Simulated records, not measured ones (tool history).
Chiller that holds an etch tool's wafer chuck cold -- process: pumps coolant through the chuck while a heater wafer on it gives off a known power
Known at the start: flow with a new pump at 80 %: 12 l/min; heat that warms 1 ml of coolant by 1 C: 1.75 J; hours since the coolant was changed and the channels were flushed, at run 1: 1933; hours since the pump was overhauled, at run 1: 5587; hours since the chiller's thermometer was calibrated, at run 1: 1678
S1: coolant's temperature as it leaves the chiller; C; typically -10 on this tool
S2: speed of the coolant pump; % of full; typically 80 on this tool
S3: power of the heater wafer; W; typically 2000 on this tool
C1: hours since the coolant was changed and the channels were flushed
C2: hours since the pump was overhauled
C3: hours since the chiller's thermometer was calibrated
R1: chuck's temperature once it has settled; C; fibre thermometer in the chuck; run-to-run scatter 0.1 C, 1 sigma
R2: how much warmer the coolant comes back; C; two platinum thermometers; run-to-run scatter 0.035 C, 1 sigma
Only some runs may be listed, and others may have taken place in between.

Run 1, hour 0.0: usual settings; C1 1933; C2 5587; C3 1678. Result: R1 6.5 C, R2 5.74 C.
Run 2, hour 117.3: usual settings but S1 0 C; C1 2050; C2 5704; C3 1795. Result: R1 16.6 C, R2 5.75 C.
Run 3, hour 323.0: usual settings; C1 2256; C2 5910; C3 2001. Result: R1 6.4 C, R2 5.71 C.
Run 4, hour 477.6: usual settings; C1 2410; C2 6064; C3 2155. Result: R1 6.3 C, R2 5.79 C.
Run 5, hour 566.0: usual settings; C1 2499; C2 6153; C3 2244. Result: R1 6.5 C, R2 5.77 C.
Run 6, hour 679.5: usual settings; C1 2612; C2 6266; C3 2357. Result: R1 6.5 C, R2 5.72 C.
Run 7, hour 882.0: usual settings; C1 2815; C2 6469; C3 2560. Result: R1 6.5 C, R2 5.80 C.
Run 8, hour 1083.9: usual settings; C1 3017; C2 6671; C3 2762. Result: R1 6.5 C, R2 5.71 C.
Run 9, hour 1281.2: usual settings but S1 -15 C; C1 3214; C2 6868; C3 2959. Result: R1 1.5 C, R2 5.70 C.
Run 10, hour 1411.8: usual settings but S1 -15 C; C1 3345; C2 6998; C3 3089. Result: R1 1.6 C, R2 5.73 C.
Run 11, hour 1503.0: usual settings but S1 -15 C; C1 3436; C2 7090; C3 3181. Result: R1 1.4 C, R2 5.75 C.
Run 12, hour 1593.5: usual settings but S1 -15 C; C1 3526; C2 7180; C3 3271. Result: R1 1.7 C, R2 5.68 C.
Run 13, hour 1736.3: usual settings but S3 2888 W; C1 3669; C2 7323; C3 3414. Result: R1 13.8 C, R2 8.32 C.
Run 14, hour 1907.9: usual settings but S3 2888 W; C1 3841; C2 7495; C3 3586. Result: R1 13.7 C, R2 8.22 C.
Run 15, hour 2048.4: usual settings but S3 1675 W; C1 3981; C2 7635; C3 3726. Result: R1 3.8 C, R2 4.83 C.
Run 16, hour 2136.9: usual settings but S3 1137 W; C1 4070; C2 7724; C3 3815. Result: R1 -0.6 C, R2 3.20 C.
Run 17, hour 2253.9: usual settings; C1 4187; C2 7841; C3 3932. Result: R1 6.6 C, R2 5.68 C.
At hour 2289.5: coolant pump overhauled.
Run 18, hour 2416.3: usual settings but S1 -2 C, S2 62 % of full, S3 2822 W; C1 4344; C2 127; C3 4089. Result: R1 27.5 C, R2 10.94 C.
Run 19, hour 2536.9: usual settings but S1 -2 C, S2 62 % of full, S3 2822 W; C1 4465; C2 247; C3 4210. Result: R1 27.5 C, R2 10.83 C.
Run 20, hour 2673.6: usual settings but S1 -2 C, S2 62 % of full, S3 2822 W; C1 4601; C2 384; C3 4346. Result: R1 27.5 C, R2 10.79 C.
Run 21, hour 2775.6: usual settings but S1 -2 C, S2 62 % of full, S3 2822 W; C1 4703; C2 486; C3 4448. Result: R1 27.5 C, R2 10.87 C.
Run 22, hour 2976.6: usual settings but S1 -2 C, S2 64 % of full, S3 2050 W; C1 4904; C2 687; C3 4649. Result: R1 18.9 C, R2 7.60 C.
Run 23, hour 3158.3: usual settings but S1 -2 C, S2 64 % of full, S3 2050 W; C1 5086; C2 869; C3 4831. Result: R1 18.8 C, R2 7.56 C.
Run 24, hour 3350.1: usual settings but S1 -2 C, S2 68 % of full, S3 2794 W; C1 5278; C2 1061; C3 5023. Result: R1 25.0 C, R2 9.63 C.
Run 25, hour 3500.7: usual settings but S1 -3 C, S2 88 % of full; C1 5429; C2 1211; C3 5173. Result: R1 12.0 C, R2 5.13 C.
Run 26, hour 3598.7: usual settings but S1 -4 C; C1 5526; C2 1309; C3 5271. Result: R1 12.4 C, R2 5.72 C.
At hour 3751.9: coolant changed, channels flushed.
Run 27, hour 3765.7: usual settings but S1 -4 C; C1 14; C2 1470; C3 5432. Result: R1 12.4 C, R2 5.69 C.
Run 28, hour 3949.8: usual settings but S1 -6 C, S2 63 % of full, S3 2283 W; C1 198; C2 1654; C3 5616. Result: R1 17.7 C, R2 8.58 C.
Run 29, hour 4045.9: usual settings but S1 -6 C, S2 63 % of full, S3 2385 W; C1 294; C2 1750; C3 5713. Result: R1 18.7 C, R2 9.02 C.
At hour 4175.3: chiller's thermometer calibrated.
Run 30, hour 4201.6: usual settings but S1 -6 C, S2 63 % of full, S3 2128 W; C1 449; C2 1905; C3 26. Result: R1 16.0 C, R2 8.01 C.
Run 31, hour 4383.0: usual settings but S2 97 % of full; C1 630; C2 2087; C3 208. Result: R1 3.8 C, R2 4.60 C.
Run 32, hour 4551.9: usual settings but S2 97 % of full; C1 799; C2 2255; C3 377. Result: R1 3.8 C, R2 4.62 C.
Run 33, hour 4664.3: usual settings but S1 -6 C, S2 97 % of full, S3 1118 W; C1 911; C2 2368; C3 489. Result: R1 1.7 C, R2 2.60 C.

What if the next run were any one of these 3? Each begins from the tool's condition after run 33:
Run A, hour 4834.6: usual settings but S1 -11 C, S2 90 % of full, S3 1239 W; C1 1082; C2 2538; C3 659. Result: R1 ?, R2 ?.
Run B, hour 4834.6: usual settings but S1 -5 C, S2 89 % of full, S3 2780 W; C1 1082; C2 2538; C3 659. Result: R1 ?, R2 ?.
Run C, hour 4834.6: usual settings but S1 -8 C, S2 75 % of full, S3 1414 W; C1 1082; C2 2538; C3 659. Result: R1 ?, R2 ?.

run    R1    R2
  A  -1.8  3.08
  B  15.5  6.98
  C   4.2  4.38
Had the tool no hidden state, the same runs would have come out as:
run    R1    R2
  A  -1.8  3.08
  B  15.5  6.97
  C   4.2  4.38
